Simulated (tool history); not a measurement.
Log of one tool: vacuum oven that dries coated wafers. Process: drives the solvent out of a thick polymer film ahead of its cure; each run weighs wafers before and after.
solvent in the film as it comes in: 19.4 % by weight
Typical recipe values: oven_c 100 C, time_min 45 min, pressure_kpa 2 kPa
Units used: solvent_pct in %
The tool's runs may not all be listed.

Run 1, day 0: usual settings. Result: solvent_pct 2.9 %.
At day 0.375: oven's thermocouples calibrated.
Run 2, day 0.692: usual settings. Result: solvent_pct 2.92 %.
Run 3, day 1.55: usual settings. Result: solvent_pct 2.93 %.
Run 4, day 2.204: usual settings but oven_c 92 C. Result: solvent_pct 4.89 %.
Run 5, day 2.846: usual settings but oven_c 92 C. Result: solvent_pct 4.91 %.
At day 3.838: oven's thermocouples calibrated, once more.
Run 6, day 3.962: usual settings but oven_c 92 C. Result: solvent_pct 4.76 %.
Run 7, day 4.971: usual settings but oven_c 92 C. Result: solvent_pct 4.78 %.
Run 8, day 5.908: usual settings but oven_c 92 C. Result: solvent_pct 4.79 %.
Run 9, day 6.762: usual settings but oven_c 92 C. Result: solvent_pct 4.76 %.
Run 10, day 7.496: usual settings but oven_c 110 C. Result: solvent_pct 1.25 %.
Run 11, day 8.108: usual settings. Result: solvent_pct 2.87 %.
Run 12, day 8.746: usual settings. Result: solvent_pct 2.85 %.
Run 13, day 9.775: usual settings but oven_c 97 C. Result: solvent_pct 3.53 %.
Run 14, day 10.438: usual settings. Result: solvent_pct 2.88 %.
Run 15, day 11.358: usual settings. Result: solvent_pct 2.87 %.
Run 16, day 11.871: usual settings. Result: solvent_pct 2.87 %.
Run 17, day 12.696: usual settings. Result: solvent_pct 2.89 %.
Run 18, day 13.467: usual settings. Result: solvent_pct 2.89 %.
Run 19, day 14.129: usual settings but time_min 43 min. Result: solvent_pct 3.1 %.
Run 20, day 15.092: usual settings but pressure_kpa 3.07 kPa. Result: solvent_pct 3.14 %.
Run 21, day 15.671: usual settings but pressure_kpa 3.07 kPa. Result: solvent_pct 3.13 %.
Run 22, day 16.654: usual settings but time_min 63 min, pressure_kpa 3.53 kPa. Result: solvent_pct 1.97 %.
Run 23, day 17.221: usual settings but time_min 63 min, pressure_kpa 3.53 kPa. Result: solvent_pct 1.97 %.
Run 24, day 17.704: usual settings but time_min 32 min, pressure_kpa 6.76 kPa. Result: solvent_pct 5.5 %.
Run 25, day 18.646: usual settings but oven_c 87 C. Result: solvent_pct 6.23 %.
Run 26, day 19.154: usual settings but oven_c 87 C. Result: solvent_pct 6.24 %.
Run 27, day 19.8: usual settings but oven_c 88 C, time_min 53 min, pressure_kpa 1.77 kPa. Result: solvent_pct 4.99 %.
Run 28, day 20.629: usual settings but time_min 31 min, pressure_kpa 3.15 kPa. Result: solvent_pct 5.01 %.
Run 29, day 21.442: usual settings but oven_c 98 C, time_min 77 min, pressure_kpa 5.18 kPa. Result: solvent_pct 2.18 %.
Run 30, day 22.362: usual settings but time_min 30 min, pressure_kpa 4.41 kPa. Result: solvent_pct 5.43 %.
Run 31, day 22.938: usual settings but time_min 34 min. Result: solvent_pct 4.32 %.
Run 32, day 23.408: usual settings but time_min 34 min. Result: solvent_pct 4.31 %.
Run 33, day 24.008: usual settings but oven_c 114 C, time_min 46 min. Result: solvent_pct 0.81 %.
Run 34, day 24.612: usual settings but oven_c 114 C, time_min 26 min, pressure_kpa 6.76 kPa. Result: solvent_pct 3.19 %.
Run 35, day 25.538: usual settings but oven_c 114 C, time_min 26 min, pressure_kpa 6.76 kPa. Result: solvent_pct 3.19 %.
Run 36, day 26.346: usual settings but oven_c 114 C, time_min 26 min, pressure_kpa 6.76 kPa. Result: solvent_pct 3.18 %.
Run 37, day 26.971: usual settings but oven_c 114 C, time_min 54 min, pressure_kpa 6.76 kPa. Result: solvent_pct 1.27 %.
Run 38, day 27.708: usual settings but oven_c 114 C, time_min 54 min, pressure_kpa 6.76 kPa. Result: solvent_pct 1.28 %.
Run 39, day 28.392: usual settings but oven_c 98 C. Result: solvent_pct 3.38 %.

What if the next run were any one of these 4? Each begins from the tool's condition after run 39:
Run A, day 29.096: usual settings but pressure_kpa 1.19 kPa. Result: solvent_pct ?.
Run B, day 29.096: usual settings but oven_c 87 C, time_min 42 min, pressure_kpa 2.95 kPa. Result: solvent_pct ?.
Run C, day 29.096: usual settings but oven_c 93 C. Result: solvent_pct ?.
Run D, day 29.096: usual settings but time_min 27 min. Result: solvent_pct ?.

run  solvent_pct
  A         2.79
  B         6.91
  C         4.61
  D          5.6
Take away the tool's hidden state, keep each run's random variation, and the runs would have read:
run  solvent_pct
  A         2.65
  B         6.72
  C         4.44
  D         5.44
